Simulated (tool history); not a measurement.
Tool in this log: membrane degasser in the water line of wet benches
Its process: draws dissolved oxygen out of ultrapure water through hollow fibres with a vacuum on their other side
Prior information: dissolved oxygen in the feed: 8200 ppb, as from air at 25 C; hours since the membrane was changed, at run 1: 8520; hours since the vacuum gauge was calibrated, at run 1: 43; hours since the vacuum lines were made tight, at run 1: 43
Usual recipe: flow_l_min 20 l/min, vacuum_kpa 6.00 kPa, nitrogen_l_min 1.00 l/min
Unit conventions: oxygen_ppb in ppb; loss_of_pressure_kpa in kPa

run,day,flow_l_min,vacuum_kpa,nitrogen_l_min,hours since the membrane was changed,hours since the vacuum gauge was calibrated,hours since the vacuum lines were made tight,oxygen_ppb,loss_of_pressure_kpa
1,0.000,20,6.00,1.00,8520,43,43,358.2,57.53
2,6.954,15,6.00,1.00,8687,210,210,255.2,42.73
3,14.717,15,6.00,1.00,8873,396,396,257.3,42.57
4,21.108,20,6.00,1.00,9026,549,549,360.8,57.44
5,32.100,20,6.00,1.00,9290,813,813,360.4,57.06
6,39.200,20,6.00,1.00,9461,983,983,356.6,57.22
7,44.121,20,6.00,1.00,9579,1102,1102,368.8,57.33
8,52.004,20,6.00,1.00,9768,1291,1291,370.8,57.38
9,63.012,20,10.71,1.00,10032,1555,1555,563.6,57.81
10,74.371,27,6.43,1.00,10305,1828,1828,530.0,77.96
11,82.550,27,13.71,1.42,10501,2024,2024,749.2,77.45
12,88.921,27,13.71,1.42,10654,2177,2177,755.6,77.79
13,93.692,27,13.71,1.42,10768,2291,2291,762.0,77.93
14,103.104,27,13.71,1.42,10994,2517,2517,756.7,78.25
15,114.058,14,13.71,1.42,11257,2780,2780,390.5,40.36
16,118.800,20,4.78,1.00,11371,2894,2894,326.9,58.09
17,124.796,20,4.78,1.00,11515,3038,3038,318.8,57.68
18,133.221,20,4.78,1.00,11717,3240,3240,327.5,58.15

Consider 4 possible next runs. They are alternatives, not a sequence: every one starts from the tool as it was left by run 18. What does each give?
A,138.317,25,6.47,1.03,11839,3362,3362,?,?
B,138.317,19,4.78,1.00,11839,3362,3362,?,?
C,138.317,29,4.78,1.76,11839,3362,3362,?,?
D,138.317,20,10.39,1.17,11839,3362,3362,?,?

run,oxygen_ppb,loss_of_pressure_kpa
A,493.1,72.45
B,308.0,55.41
C,447.9,83.88
D,519.3,58.01
Without the tool's unlogged condition, the same runs would have read:
run,oxygen_ppb,loss_of_pressure_kpa
A,439.9,68.80
B,264.7,52.63
C,388.2,79.66
D,475.7,55.10
